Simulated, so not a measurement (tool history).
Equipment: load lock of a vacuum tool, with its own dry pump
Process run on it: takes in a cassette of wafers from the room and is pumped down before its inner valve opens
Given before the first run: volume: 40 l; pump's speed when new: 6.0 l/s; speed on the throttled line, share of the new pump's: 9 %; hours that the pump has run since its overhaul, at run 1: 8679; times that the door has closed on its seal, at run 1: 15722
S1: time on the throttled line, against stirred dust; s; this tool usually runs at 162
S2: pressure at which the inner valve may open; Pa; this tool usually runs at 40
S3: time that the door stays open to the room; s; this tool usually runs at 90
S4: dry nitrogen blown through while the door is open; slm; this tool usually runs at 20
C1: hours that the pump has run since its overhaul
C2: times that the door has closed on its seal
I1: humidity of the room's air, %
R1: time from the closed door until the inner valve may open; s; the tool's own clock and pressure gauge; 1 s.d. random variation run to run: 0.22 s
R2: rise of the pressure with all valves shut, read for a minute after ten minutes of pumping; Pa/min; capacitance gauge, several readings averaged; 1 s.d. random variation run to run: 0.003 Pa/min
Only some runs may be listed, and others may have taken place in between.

run    hour   S1  S2   S3  S4    C1     C2    I1     R1     R2
  1       0  162  40   90  20  8679  15722  47.8  204.3   0.16
  2    99.6  162  40   90  20  8778  16011  45.4  204.4  0.156
  3   196.9  162  40   90  20  8876  16294  46.8  204.4  0.159
  4   339.7  162  40   90  20  9018  16708  46.6  204.7  0.162
  5   423.5  162  40   90  20  9102  16952  46.1  203.8  0.164
  6   515.9  162  40   90   5  9195  17220    43    205  0.187
  7     624  192  40   90  20  9303  17534  43.9  231.8  0.174
  8     810  192  40   90  20  9489  18074    46  231.6  0.182
      976.9  -- dry pump taken out, an overhauled one fitted
  9   991.4  192  40   90  20    14  18583  46.7  227.4  0.188
 10  1103.5  192  40   90  20   127  18908  41.5  227.5   0.18
 11  1221.8  192  40   90  20   245  19252  45.8  227.6  0.189
 12  1389.7   99  40   90  20   413  19739  41.8  143.2    0.2
 13  1529.5  107  40   90   6   553  20145    41  150.6   0.21
 14  1708.6  233  39   32   6   732  20665  46.6  265.6  0.206
 15  1794.9  233  52   32   6   818  20915  42.3  263.4  0.212
 16  1917.5  233  52  131   6   941  21271  44.8  263.8   0.24
 17  2081.4  280  29   90  20  1104  21747  46.3  309.7  0.224
 18  2272.5  280  40   73  11  1296  22302  43.6    308  0.233
 19    2446  166  46   90  20  1469  22805  43.6  203.3  0.229

Predict each of these 5 candidate next runs independently; none follows another, all start after run 19:
  A  2572  196  37   90   8  1595  23171  44.1   ?   ?
  B  2572  142  46   90   5  1595  23171    45   ?   ?
  C  2572  166  38   73  20  1595  23171  46.4   ?   ?
  D  2572  162  40  130  11  1595  23171  44.3   ?   ?
  E  2572  162  40   90   9  1595  23171  46.7   ?   ?

run     R1     R2
  A  232.7  0.246
  B  182.1  0.257
  C  204.7  0.234
  D    201  0.257
  E  200.9  0.256
Without the tool's unlogged condition, the same runs would have read:
run     R1     R2
  A    232  0.036
  B  181.4  0.048
  C    204  0.025
  D  200.3  0.044
  E  200.2  0.045
